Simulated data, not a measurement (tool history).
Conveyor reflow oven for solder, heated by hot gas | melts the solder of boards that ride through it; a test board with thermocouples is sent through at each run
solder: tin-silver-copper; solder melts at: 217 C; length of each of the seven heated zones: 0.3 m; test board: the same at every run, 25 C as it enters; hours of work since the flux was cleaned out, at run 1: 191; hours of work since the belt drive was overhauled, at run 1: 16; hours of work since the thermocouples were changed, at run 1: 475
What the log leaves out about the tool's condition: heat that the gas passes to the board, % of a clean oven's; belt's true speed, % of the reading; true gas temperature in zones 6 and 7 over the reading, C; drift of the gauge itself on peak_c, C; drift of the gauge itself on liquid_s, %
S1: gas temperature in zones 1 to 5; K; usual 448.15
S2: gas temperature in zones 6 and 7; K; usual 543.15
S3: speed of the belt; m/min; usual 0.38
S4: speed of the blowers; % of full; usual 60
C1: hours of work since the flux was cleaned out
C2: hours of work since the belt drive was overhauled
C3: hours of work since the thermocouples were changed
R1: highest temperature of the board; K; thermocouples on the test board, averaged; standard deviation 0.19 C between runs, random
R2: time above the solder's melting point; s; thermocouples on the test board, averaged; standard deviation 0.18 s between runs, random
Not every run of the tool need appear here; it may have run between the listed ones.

run   hour      S1      S2     S3  S4   C1   C2   C3      R1    R2
  1      0  448.15  543.15   0.38  60  191   16  475  523.55    69
  2    7.5  452.15  543.15   0.38  60  197   22  481  524.35  71.9
  3   17.4  448.15  543.15  0.428  60  205   30  489  519.45  55.9
  4   27.1  448.15  543.15  0.396  60  212   38  496  521.85  64.4
  5   34.9  448.15  543.15  0.396  60  219   44  502  521.75  64.2
  6   45.4  448.15  543.15  0.396  60  227   52  511  521.75  64.4
  7   51.5  448.15  543.15  0.396  60  232   57  516  521.75  64.1
  8     60  448.15  543.15  0.396  60  239   64  522  521.55  64.2
  9   68.9  448.15  543.15  0.396  60  246   71  529  521.65  63.8
 10   79.1  448.15  543.15  0.396  60  254   79  537  521.55  63.8
 11   84.3  448.15  543.15   0.38  60  258   83  542  522.95  68.1
 12   91.5  448.15  543.15   0.38  60  263   89  547  522.95  68.5
 13  102.5  448.15  541.15  0.323  60  272   98  556  525.55  85.9
 14  111.5  448.15  531.15   0.38  60  279  105  563  512.25  56.4
 15  119.5  448.15  543.15  0.363  60  286  111  570  524.25  73.2
 16  126.1  447.15  557.15  0.452  60  291  116  575  527.25  58.7
 17  132.8  447.15  557.15  0.452  60  296  122  580  526.55  58.5
 18    142  447.15  531.15  0.424  60  304  129  587  508.35  43.1
 19  149.6  447.15  531.15  0.424  60  310  135  594  508.45  43.3
 20  158.1  448.15  536.15  0.336  60  316  142  600  519.75  76.1
     163.7  -- thermocouples of zones 6 and 7 changed
 21  170.5  448.15  544.15  0.433  71  325  150    5  522.95  59.7
 22  175.7  448.15  543.15  0.337  53  329  154   10  526.85  82.3
 23  186.7  433.15  545.15   0.38  71  337  163   18  525.35  65.5
 24  195.7  447.15  543.15  0.433  61  345  170   25  519.25  54.6

Each row is a separate what-if for the run after 24, all from the same tool condition, not one after another. Results?
  A  201.3  448.15  542.15   0.38  60  349  175  30   ?   ?
  B  201.3  441.15  543.15  0.408  60  349  175  30   ?   ?
  C  201.3  436.15  543.15   0.38  60  349  175  30   ?   ?
  D  201.3  447.15  543.15  0.357  61  349  175  30   ?   ?
  E  201.3  448.15  543.15  0.362  77  349  175  30   ?   ?

run      R1    R2
  A  523.25    69
  B  520.15  57.4
  C  521.85    62
  D  526.05  76.4
  E  528.85  78.9
With no hidden state in the tool, these same runs would have given:
run      R1    R2
  A  526.55  72.7
  B  523.95  61.8
  C  525.45  66.3
  D  529.15  79.7
  E  532.05  81.9
